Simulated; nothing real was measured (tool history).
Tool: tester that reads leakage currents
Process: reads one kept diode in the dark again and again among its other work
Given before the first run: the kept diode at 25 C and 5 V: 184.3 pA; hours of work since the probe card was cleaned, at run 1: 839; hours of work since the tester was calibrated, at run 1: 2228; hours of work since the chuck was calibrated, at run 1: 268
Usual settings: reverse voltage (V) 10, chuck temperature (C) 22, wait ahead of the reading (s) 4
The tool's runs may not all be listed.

run,hour,reverse voltage (V),chuck temperature (C),wait ahead of the reading (s),hours of work since the probe card was cleaned,hours of work since the tester was calibrated,hours of work since the chuck was calibrated,current that the tester gives (pA)
1,0,10,22,4,839,2228,268,188.79
2,72.2,10,22,4,874,2263,302,187.62
3,154.9,10,22,4,913,2302,342,186.67
4,226.9,10,22,4,948,2337,376,185.74
5,293.4,10,22,4,979,2368,408,186.03
6,375,10,22,1.59,1018,2407,447,186.56
7,477.3,1.4,22,4,1067,2456,495,72
8,540.6,10,22,4,1097,2486,526,184.93
9,602.6,10,22,4,1127,2516,555,183.94
10,696.2,10,22,4,1171,2561,600,183.65
11,761.3,10,22,4,1203,2592,631,182.52
12,858.7,10,22,4,1249,2638,677,183.11
13,995.3,10,22,4,1314,2703,743,181.92
14,1067.3,10,22,0.52,1349,2738,777,187.53
15,1197.7,1.4,22,4,1411,2800,839,70.03
16,1267,1.4,22,4,1444,2833,872,69.55
17,1404.2,10,35,4,1509,2899,938,583.9
18,1474.3,4.3,22,4,1543,2932,971,118.86
# hour 1484.9: probe card cleaned and baked
19,1614.3,4.3,22,4,62,2997,1037,119.14
20,1699.8,10,22,0.52,103,3038,1077,184.58
# hour 1726.9: chuck's temperature calibrated
# hour 1804.2: probe card cleaned and baked, once more
21,1804.2,10,22,0.52,0,3086,35,199.23
22,1916.8,10,22,0.52,54,3139,89,198.4
23,2005,11.6,22,4.53,96,3181,131,207.19
24,2080.1,1.4,22,4,132,3217,167,76.09
25,2180.8,1.4,22,1.7,180,3265,215,75.71
26,2243.6,3.8,28,0.47,210,3295,245,215.41
27,2318.3,4.8,34,8.2,245,3331,281,405.55
28,2376.5,10,22,3.49,273,3359,309,188.79
29,2489.6,5.3,36,8.47,327,3413,363,503.52
30,2590.4,5.3,36,4.99,375,3461,411,501.9
31,2713.6,5.3,36,4.99,434,3519,469,503.22
32,2789.9,9.2,55,3.23,470,3556,506,3158.76
33,2916,9.2,55,3.23,531,3616,566,3120.42
34,3034.5,9.2,22,3.23,587,3673,622,177.7
35,3126.4,8.9,20,0.7,631,3716,666,147.56
36,3222,8.9,20,0.7,677,3762,712,146.92
37,3359.1,19.8,34,6.64,742,3827,777,759.45
38,3445.9,10,20,4,783,3869,819,150.43

Estimate the outcome of run 39 from the log above:
39,3521.8,10,20,4,820,3905,855,?

{"run 39": {"current that the tester gives (pA)": 150.67}}
Minus the tool's unlogged condition, the same run would have read current that the tester gives (pA) 158.66.
